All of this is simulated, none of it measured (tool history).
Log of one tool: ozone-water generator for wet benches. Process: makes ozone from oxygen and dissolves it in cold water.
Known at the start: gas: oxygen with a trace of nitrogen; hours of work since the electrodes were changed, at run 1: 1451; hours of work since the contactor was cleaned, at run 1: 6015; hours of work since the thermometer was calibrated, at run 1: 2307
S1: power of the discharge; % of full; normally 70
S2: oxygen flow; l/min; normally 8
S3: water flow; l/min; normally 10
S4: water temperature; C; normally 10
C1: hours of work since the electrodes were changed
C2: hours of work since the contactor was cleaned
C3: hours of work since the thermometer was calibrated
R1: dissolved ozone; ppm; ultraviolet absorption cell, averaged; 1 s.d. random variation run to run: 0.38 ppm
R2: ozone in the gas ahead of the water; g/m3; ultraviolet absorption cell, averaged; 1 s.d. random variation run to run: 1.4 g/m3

run 1 hour=0 | S1=70 S2=8 S3=10 S4=10 | C1=1451 C2=6015 C3=2307 | R1=62.4 R2=269
run 2 hour=209.1 | S1=70 S2=8 S3=10 S4=10 | C1=1650 C2=6213 C3=2505 | R1=62 R2=268.1
-- hour=300.2 water thermometer calibrated
run 3 hour=324.4 | S1=70 S2=8 S3=10 S4=10 | C1=1759 C2=6322 C3=23 | R1=62 R2=265.7
run 4 hour=505.7 | S1=70 S2=8 S3=10 S4=10 | C1=1930 C2=6494 C3=195 | R1=61.5 R2=268.4
run 5 hour=729.9 | S1=70 S2=8 S3=10 S4=10 | C1=2143 C2=6706 C3=407 | R1=61.8 R2=267.1
run 6 hour=930.3 | S1=70 S2=8 S3=10 S4=10 | C1=2333 C2=6896 C3=597 | R1=61.9 R2=267.4
run 7 hour=1074.4 | S1=70 S2=8 S3=10 S4=10 | C1=2470 C2=7033 C3=734 | R1=62.1 R2=267.1
-- hour=1087.8 contactor cleaned
run 8 hour=1272.3 | S1=70 S2=8 S3=10 S4=10 | C1=2654 C2=175 C3=918 | R1=61.9 R2=270
run 9 hour=1391.5 | S1=70 S2=8 S3=10 S4=10 | C1=2767 C2=288 C3=1031 | R1=61.8 R2=270.2
run 10 hour=1503.2 | S1=70 S2=8 S3=10 S4=10 | C1=2872 C2=394 C3=1137 | R1=61.7 R2=268.8
run 11 hour=1667 | S1=70 S2=8 S3=10 S4=10 | C1=3028 C2=549 C3=1292 | R1=62.3 R2=268.4
run 12 hour=1798.5 | S1=70 S2=8 S3=10 S4=10 | C1=3152 C2=674 C3=1417 | R1=62 R2=270.1
run 13 hour=1938.3 | S1=70 S2=8 S3=10 S4=10 | C1=3285 C2=806 C3=1549 | R1=62.2 R2=270.8
run 14 hour=2046.1 | S1=70 S2=8 S3=10 S4=10 | C1=3387 C2=909 C3=1652 | R1=61.8 R2=271.3
run 15 hour=2234.8 | S1=70 S2=8 S3=10 S4=10 | C1=3566 C2=1088 C3=1830 | R1=61.8 R2=271
run 16 hour=2403.5 | S1=70 S2=8 S3=10 S4=10 | C1=3726 C2=1248 C3=1991 | R1=62.2 R2=273.4
run 17 hour=2525.7 | S1=92 S2=10.54 S3=16 S4=10 | C1=3842 C2=1363 C3=2106 | R1=53.3 R2=288.3
run 18 hour=2742.1 | S1=70 S2=8.94 S3=10 S4=12 | C1=4047 C2=1569 C3=2312 | R1=56.8 R2=249.9
run 19 hour=2872.8 | S1=64 S2=13.31 S3=10 S4=8 | C1=4171 C2=1692 C3=2435 | R1=48.2 R2=175.5
run 20 hour=2985.3 | S1=70 S2=5.61 S3=8 S4=8 | C1=4278 C2=1799 C3=2542 | R1=82.9 R2=348.6
-- hour=3032.8 gauge calibrated
-- hour=3033.3 water thermometer calibrated
run 21 hour=3162.5 | S1=42 S2=6.51 S3=8 S4=8 | C1=4445 C2=1967 C3=122 | R1=48.4 R2=189.2
run 22 hour=3333.2 | S1=42 S2=6.51 S3=8 S4=8 | C1=4607 C2=2129 C3=284 | R1=48.3 R2=186.6
run 23 hour=3497.9 | S1=42 S2=7.72 S3=8 S4=5 | C1=4763 C2=2285 C3=440 | R1=49 R2=169.5
run 24 hour=3654.2 | S1=70 S2=5.55 S3=10 S4=13 | C1=4912 C2=2433 C3=589 | R1=65.7 R2=343
run 25 hour=3769 | S1=72 S2=12.59 S3=10 S4=9 | C1=5020 C2=2542 C3=698 | R1=54 R2=201.9
run 26 hour=3980.1 | S1=63 S2=5.48 S3=12 S4=13 | C1=5221 C2=2742 C3=898 | R1=52.4 R2=316.6
run 27 hour=4139.1 | S1=63 S2=5.48 S3=12 S4=13 | C1=5371 C2=2893 C3=1048 | R1=52.5 R2=314.4
run 28 hour=4318.7 | S1=63 S2=5.48 S3=12 S4=13 | C1=5542 C2=3063 C3=1219 | R1=52.1 R2=317

Run 29 is up next; what results do you expect?
run 29 hour=4455.2 | S1=70 S2=8 S3=6 S4=10 | C1=5671 C2=3192 C3=1348 | R1=? R2=?

{"run 29": {"R1": 79.2, "R2": 268.3}}
The same run, on a tool lacking any hidden state, would have yielded R1 79.4 ppm, R2 265.4 g/m3.

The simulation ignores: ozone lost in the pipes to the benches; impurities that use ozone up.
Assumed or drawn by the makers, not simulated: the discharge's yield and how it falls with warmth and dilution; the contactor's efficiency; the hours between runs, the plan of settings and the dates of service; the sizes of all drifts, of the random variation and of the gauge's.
